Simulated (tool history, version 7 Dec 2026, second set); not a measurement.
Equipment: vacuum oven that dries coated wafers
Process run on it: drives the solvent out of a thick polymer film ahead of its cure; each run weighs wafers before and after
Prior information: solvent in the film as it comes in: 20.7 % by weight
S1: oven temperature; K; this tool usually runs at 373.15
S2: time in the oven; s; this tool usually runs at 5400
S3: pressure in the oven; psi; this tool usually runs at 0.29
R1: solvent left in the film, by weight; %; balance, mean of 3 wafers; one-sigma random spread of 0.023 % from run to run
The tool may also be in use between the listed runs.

run,hour,S1,S2,S3,R1
1,0,373.15,5400,0.29,1.6
2,20,373.15,5400,0.29,1.66
3,34.4,373.15,5400,0.29,1.62
4,57.4,373.15,5400,0.29,1.59
5,74,373.15,5400,0.29,1.61
6,92.8,373.15,7920,0.29,0.99
7,111,373.15,8700,0.29,0.92
8,122.8,373.15,8700,1.072,2.85
9,142.4,373.15,8700,1.072,2.93
10,157.6,373.15,8700,1.072,2.87
11,170.2,373.15,6000,0.29,1.39
12,185.4,373.15,5400,0.352,1.79
13,200.9,363.15,5400,0.29,4.66
14,214.8,363.15,5400,0.29,4.68
15,231.4,373.15,8640,0.29,0.92
16,245.9,373.15,5400,0.29,1.61
17,260.6,373.15,5400,0.29,1.6
18,278.8,373.15,5400,0.29,1.62
19,299.7,373.15,5400,0.29,1.62
20,321.4,373.15,5400,0.29,1.64
21,338.5,373.15,5400,0.933,3.1
22,356,373.15,5400,0.933,3.17
23,369.5,373.15,5400,0.933,3.16
24,389.6,387.15,4440,0.202,0.38
25,407.8,387.15,4440,0.202,0.4
26,422.9,387.15,4440,0.202,0.42
27,443.3,374.15,5400,0.29,1.39
28,456.9,382.15,5400,1.06,2.03
29,476.2,382.15,5400,0.297,0.69
30,487,371.15,5400,0.763,3.18
31,497.8,366.15,5400,0.29,3.49
# hour 501.6: oven's thermocouples calibrated
32,516.3,381.15,5400,0.658,1.38
33,535,359.15,5220,0.658,7.43
34,550.9,383.15,4440,0.657,1.31
35,571,360.15,7860,0.499,4.59
36,584.6,360.15,4560,0.146,6.23
37,601.9,372.15,7200,0.29,1.18
38,622.6,367.15,3360,0.352,5.53
# hour 629.3: oven's thermocouples calibrated, once more
39,637.1,363.15,4020,0.352,6.64
40,649.1,360.15,6840,0.205,4.51
41,673.1,373.15,4140,0.497,2.99
42,693.1,373.15,4140,0.497,3
43,707.8,373.15,4140,0.497,3.01
44,725.9,373.15,5400,0.175,1.43
45,746.6,383.15,9180,0.19,0.44

What if the next run were any one of these 4? Each begins from the tool's condition after run 45:
A,770.5,383.15,3900,0.902,?
B,770.5,373.15,5400,0.29,?
C,770.5,361.15,3240,0.29,?
D,770.5,360.15,2880,0.29,?

run,R1
A,1.95
B,1.68
C,8.53
D,9.56
Without the tool's hidden state the same runs would have given:
run,R1
A,1.94
B,1.68
C,8.69
D,9.71

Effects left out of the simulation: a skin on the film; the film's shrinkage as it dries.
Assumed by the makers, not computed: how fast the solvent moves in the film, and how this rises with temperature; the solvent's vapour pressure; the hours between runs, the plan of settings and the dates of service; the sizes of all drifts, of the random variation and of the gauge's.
